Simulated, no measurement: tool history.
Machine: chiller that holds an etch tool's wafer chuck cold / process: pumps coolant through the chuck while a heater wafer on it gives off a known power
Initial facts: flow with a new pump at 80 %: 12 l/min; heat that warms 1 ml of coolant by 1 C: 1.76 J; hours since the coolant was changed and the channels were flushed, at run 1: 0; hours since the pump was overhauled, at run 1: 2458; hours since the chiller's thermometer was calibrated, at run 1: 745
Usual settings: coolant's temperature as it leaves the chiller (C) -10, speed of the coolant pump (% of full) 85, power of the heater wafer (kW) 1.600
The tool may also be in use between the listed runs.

run,day,coolant's temperature as it leaves the chiller (C),speed of the coolant pump (% of full),power of the heater wafer (kW),hours since the coolant was changed and the channels were flushed,hours since the pump was overhauled,hours since the chiller's thermometer was calibrated,chuck's temperature once it has settled (C),how much warmer the coolant comes back (C)
1,0.000,-10,85,1.600,0,2458,745,3.6,4.61
2,3.842,-10,85,1.600,92,2551,838,3.5,4.62
3,9.800,-10,73,1.600,235,2694,981,5.4,5.56
4,12.729,-10,73,1.600,306,2764,1051,5.7,5.60
5,16.800,-10,73,1.600,403,2862,1149,5.6,5.58
6,19.612,-10,73,1.600,471,2929,1216,5.7,5.63
7,22.958,-10,85,1.296,551,3009,1296,1.1,3.83
# day 23.379: chiller's thermometer calibrated
8,26.533,-1,85,1.232,636,3094,76,9.4,3.68
9,31.488,-1,85,1.232,755,3213,195,9.7,3.67
10,34.608,-1,68,1.232,830,3288,269,11.9,4.70
11,39.708,-12,68,1.783,952,3410,392,6.8,6.85
# day 40.554: chiller's thermometer calibrated, once more
12,42.842,-12,68,2.327,1026,3485,55,13.1,8.93
13,48.096,-10,94,2.258,1152,3611,181,8.6,6.24
14,52.812,-10,94,2.258,1266,3724,294,9.1,6.32

Some steps in chuck's temperature once it has settled (C), run to run, broken into two amounts with sign: the step expected even without the hidden condition (settings, incoming material, random variation), and the rest, left for the hidden condition together with whatever gauge scatter is not in both the measured and the hidden-condition-free result:
Hidden conditions of the tool in this case: heat passed by the chuck's channels, % of clean ones'; flow at a given pump speed, % of a new pump's; coolant's true temperature over the reading, C; drift of the gauge itself on chuck_c, C; drift of the gauge itself on warmer_back_c, C.
Run 7 -> 8: coolant's temperature as it leaves the chiller (C) -10 -> -1, power of the heater wafer (kW) 1.296 -> 1.232, chiller's thermometer calibrated. chuck's temperature once it has settled (C) +8.3: hidden state -0.1, all else +8.4.
Run 11 -> 12: power of the heater wafer (kW) 1.783 -> 2.327, chiller's thermometer calibrated, once more. chuck's temperature once it has settled (C) +6.3: hidden state +1.1, all else +5.2.
